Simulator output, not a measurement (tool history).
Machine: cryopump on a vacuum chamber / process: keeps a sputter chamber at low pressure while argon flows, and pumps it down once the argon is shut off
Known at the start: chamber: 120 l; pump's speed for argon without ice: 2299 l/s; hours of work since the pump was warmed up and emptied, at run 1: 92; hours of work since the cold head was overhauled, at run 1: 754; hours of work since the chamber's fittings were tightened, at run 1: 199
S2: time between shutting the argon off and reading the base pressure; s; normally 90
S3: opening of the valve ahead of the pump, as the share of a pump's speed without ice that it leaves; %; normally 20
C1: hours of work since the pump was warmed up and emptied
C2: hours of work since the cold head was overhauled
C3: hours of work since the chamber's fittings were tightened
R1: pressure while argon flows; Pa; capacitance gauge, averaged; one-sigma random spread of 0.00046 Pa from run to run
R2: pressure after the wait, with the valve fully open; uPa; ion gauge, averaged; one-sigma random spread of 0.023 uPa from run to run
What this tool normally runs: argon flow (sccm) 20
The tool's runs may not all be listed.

run 1 day=0.000 | argon_flow_(sccm)=20 S2=90 S3=20 | C1=92 C2=754 C3=199 | R1=0.0741 R2=0.89
run 2 day=0.938 | argon_flow_(sccm)=20 S2=90 S3=20 | C1=102 C2=764 C3=209 | R1=0.0746 R2=0.83
run 3 day=2.383 | argon_flow_(sccm)=20 S2=90 S3=20 | C1=117 C2=779 C3=224 | R1=0.0752 R2=0.89
run 4 day=3.854 | argon_flow_(sccm)=9 S2=90 S3=20 | C1=132 C2=794 C3=239 | R1=0.0340 R2=0.87
run 5 day=5.304 | argon_flow_(sccm)=9 S2=90 S3=20 | C1=147 C2=809 C3=254 | R1=0.0341 R2=0.89
run 6 day=6.196 | argon_flow_(sccm)=17 S2=90 S3=20 | C1=156 C2=818 C3=263 | R1=0.0639 R2=0.88
run 7 day=7.283 | argon_flow_(sccm)=17 S2=90 S3=20 | C1=167 C2=829 C3=274 | R1=0.0635 R2=0.85
run 8 day=9.246 | argon_flow_(sccm)=17 S2=153 S3=20 | C1=187 C2=849 C3=295 | R1=0.0629 R2=0.61
run 9 day=10.733 | argon_flow_(sccm)=20 S2=90 S3=20 | C1=203 C2=865 C3=310 | R1=0.0757 R2=0.90
run 10 day=12.250 | argon_flow_(sccm)=20 S2=90 S3=20 | C1=218 C2=880 C3=326 | R1=0.0758 R2=0.90
run 11 day=13.879 | argon_flow_(sccm)=20 S2=90 S3=20 | C1=235 C2=897 C3=342 | R1=0.0760 R2=0.91
run 12 day=15.912 | argon_flow_(sccm)=20 S2=207 S3=20 | C1=256 C2=918 C3=363 | R1=0.0762 R2=0.55
run 13 day=17.442 | argon_flow_(sccm)=21 S2=90 S3=20 | C1=272 C2=934 C3=379 | R1=0.0803 R2=0.88
run 14 day=19.575 | argon_flow_(sccm)=10 S2=90 S3=20 | C1=294 C2=956 C3=401 | R1=0.0382 R2=0.90
run 15 day=21.483 | argon_flow_(sccm)=10 S2=90 S3=20 | C1=314 C2=975 C3=421 | R1=0.0378 R2=0.93
-- day=22.496 pump warmed up, emptied and cooled again
run 16 day=22.912 | argon_flow_(sccm)=10 S2=90 S3=20 | C1=4 C2=988 C3=433 | R1=0.0363 R2=0.87
run 17 day=23.967 | argon_flow_(sccm)=9 S2=90 S3=20 | C1=15 C2=999 C3=444 | R1=0.0330 R2=0.90
run 18 day=25.012 | argon_flow_(sccm)=32 S2=90 S3=20 | C1=26 C2=1010 C3=455 | R1=0.1182 R2=0.90
run 19 day=26.312 | argon_flow_(sccm)=20 S2=90 S3=23 | C1=39 C2=1023 C3=468 | R1=0.0644 R2=0.88
run 20 day=28.192 | argon_flow_(sccm)=18 S2=118 S3=15 | C1=59 C2=1042 C3=488 | R1=0.0892 R2=0.79
run 21 day=30.288 | argon_flow_(sccm)=9 S2=90 S3=20 | C1=80 C2=1064 C3=509 | R1=0.0333 R2=0.96
run 22 day=31.412 | argon_flow_(sccm)=18 S2=78 S3=35 | C1=92 C2=1076 C3=521 | R1=0.0395 R2=1.05
run 23 day=33.488 | argon_flow_(sccm)=18 S2=78 S3=35 | C1=113 C2=1097 C3=542 | R1=0.0388 R2=1.00
run 24 day=35.167 | argon_flow_(sccm)=15 S2=147 S3=46 | C1=131 C2=1114 C3=560 | R1=0.0247 R2=0.66
run 25 day=37.317 | argon_flow_(sccm)=15 S2=147 S3=46 | C1=153 C2=1136 C3=582 | R1=0.0252 R2=0.69
run 26 day=38.238 | argon_flow_(sccm)=15 S2=147 S3=58 | C1=162 C2=1146 C3=591 | R1=0.0200 R2=0.72

Predict the results of run 27:
run 27 day=39.258 | argon_flow_(sccm)=13 S2=105 S3=27 | C1=173 C2=1156 C3=602 | R1=? R2=?

{"run 27": {"R1": 0.0362, "R2": 0.85}}
The same run, on a tool lacking any hidden state, would have yielded R1 0.0351 Pa, R2 0.68 uPa.
